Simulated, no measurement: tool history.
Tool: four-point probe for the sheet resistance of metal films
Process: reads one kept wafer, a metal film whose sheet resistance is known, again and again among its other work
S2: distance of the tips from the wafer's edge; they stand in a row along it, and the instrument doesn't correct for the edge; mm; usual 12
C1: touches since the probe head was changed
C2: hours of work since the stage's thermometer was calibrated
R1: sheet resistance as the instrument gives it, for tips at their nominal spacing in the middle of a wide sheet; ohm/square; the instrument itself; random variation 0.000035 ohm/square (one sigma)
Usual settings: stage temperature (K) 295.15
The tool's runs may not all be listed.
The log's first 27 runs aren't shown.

run 28 hour=2053.3 | stage_temperature_(K)=300.15 S2=14 | C1=147646 C2=861 | R1=0.175439
run 29 hour=2156.6 | stage_temperature_(K)=299.15 S2=6 | C1=153811 C2=931 | R1=0.176238
run 30 hour=2248.2 | stage_temperature_(K)=295.15 S2=19 | C1=159269 C2=993 | R1=0.175108
run 31 hour=2308.7 | stage_temperature_(K)=306.15 S2=74 | C1=162883 C2=1034 | R1=0.175426
-- hour=2373.3 new probe head fitted
run 32 hour=2399.9 | stage_temperature_(K)=303.15 S2=49 | C1=1587 C2=1095 | R1=0.175367
run 33 hour=2443.1 | stage_temperature_(K)=294.15 S2=62 | C1=4162 C2=1124 | R1=0.175094
run 34 hour=2507.8 | stage_temperature_(K)=295.15 S2=4 | C1=8021 C2=1168 | R1=0.177363
run 35 hour=2596.4 | stage_temperature_(K)=295.15 S2=4 | C1=13307 C2=1228 | R1=0.177387
run 36 hour=2668.5 | stage_temperature_(K)=292.15 S2=20 | C1=17605 C2=1277 | R1=0.174997
run 37 hour=2760.1 | stage_temperature_(K)=300.15 S2=25 | C1=23069 C2=1339 | R1=0.175281
-- hour=2817.7 stage's thermometer calibrated
run 38 hour=2817.7 | stage_temperature_(K)=305.15 S2=26 | C1=26474 C2=0 | R1=0.175544

3 ways to go on from here, each from the tool as it stands after run 38. What would each give?
run A hour=2903 | stage_temperature_(K)=296.15 S2=11 | C1=31564 C2=58 | R1=?
run B hour=2903 | stage_temperature_(K)=293.15 S2=54 | C1=31564 C2=58 | R1=?
run C hour=2903 | stage_temperature_(K)=305.15 S2=24 | C1=31564 C2=58 | R1=?

run=A R1=0.175358
run=B R1=0.174959
run=C R1=0.175392
Without the tool's hidden state the same runs would have given:
run=A R1=0.175365
run=B R1=0.174966
run=C R1=0.175398
